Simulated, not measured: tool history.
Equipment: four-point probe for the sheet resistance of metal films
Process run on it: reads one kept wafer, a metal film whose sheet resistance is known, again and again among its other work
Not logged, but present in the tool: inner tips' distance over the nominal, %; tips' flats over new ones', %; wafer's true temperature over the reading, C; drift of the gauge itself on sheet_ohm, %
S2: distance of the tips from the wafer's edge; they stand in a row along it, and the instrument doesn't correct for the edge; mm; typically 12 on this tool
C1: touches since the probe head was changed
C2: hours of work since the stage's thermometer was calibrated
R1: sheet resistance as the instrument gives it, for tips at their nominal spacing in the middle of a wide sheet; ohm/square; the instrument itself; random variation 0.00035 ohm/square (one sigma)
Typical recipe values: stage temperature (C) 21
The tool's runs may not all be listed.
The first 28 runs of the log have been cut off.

run 29 hour=420.5 | stage_temperature_(C)=26 S2=62 | C1=19416 C2=1383 | R1=1.749971
run 30 hour=440.4 | stage_temperature_(C)=20 S2=56 | C1=19775 C2=1395 | R1=1.754903
run 31 hour=454.2 | stage_temperature_(C)=30 S2=25 | C1=20025 C2=1404 | R1=1.747997
run 32 hour=473.8 | stage_temperature_(C)=22 S2=10 | C1=20377 C2=1416 | R1=1.762213
run 33 hour=490.7 | stage_temperature_(C)=21 S2=20 | C1=20682 C2=1426 | R1=1.755312
run 34 hour=500.3 | stage_temperature_(C)=21 S2=20 | C1=20857 C2=1432 | R1=1.756199
run 35 hour=519.1 | stage_temperature_(C)=23 S2=36 | C1=21195 C2=1443 | R1=1.752961
run 36 hour=528.0 | stage_temperature_(C)=23 S2=54 | C1=21355 C2=1448 | R1=1.752999
run 37 hour=546.2 | stage_temperature_(C)=18 S2=10 | C1=21685 C2=1459 | R1=1.765553
run 38 hour=561.1 | stage_temperature_(C)=30 S2=37 | C1=21952 C2=1468 | R1=1.747292
run 39 hour=575.7 | stage_temperature_(C)=24 S2=20 | C1=22215 C2=1477 | R1=1.753731
run 40 hour=595.4 | stage_temperature_(C)=19 S2=14 | C1=22571 C2=1489 | R1=1.760416
run 41 hour=609.3 | stage_temperature_(C)=21 S2=7 | C1=22822 C2=1497 | R1=1.773358
run 42 hour=626.3 | stage_temperature_(C)=21 S2=17 | C1=23128 C2=1508 | R1=1.756399
run 43 hour=644.6 | stage_temperature_(C)=24 S2=12 | C1=23459 C2=1519 | R1=1.758803
run 44 hour=657.1 | stage_temperature_(C)=24 S2=12 | C1=23684 C2=1526 | R1=1.758249
run 45 hour=678.1 | stage_temperature_(C)=33 S2=12 | C1=24063 C2=1539 | R1=1.751855

4 ways to go on from here, each from the tool as it stands after run 45. What would each give?
run A hour=688.2 | stage_temperature_(C)=21 S2=24 | C1=24246 C2=1545 | R1=?
run B hour=688.2 | stage_temperature_(C)=26 S2=69 | C1=24246 C2=1545 | R1=?
run C hour=688.2 | stage_temperature_(C)=19 S2=41 | C1=24246 C2=1545 | R1=?
run D hour=688.2 | stage_temperature_(C)=26 S2=37 | C1=24246 C2=1545 | R1=?

run=A R1=1.755710
run=B R1=1.750415
run=C R1=1.756397
run=D R1=1.750794
Without the tool's hidden state the same runs would have given:
run=A R1=1.751379
run=B R1=1.746063
run=C R1=1.752078
run=D R1=1.746441
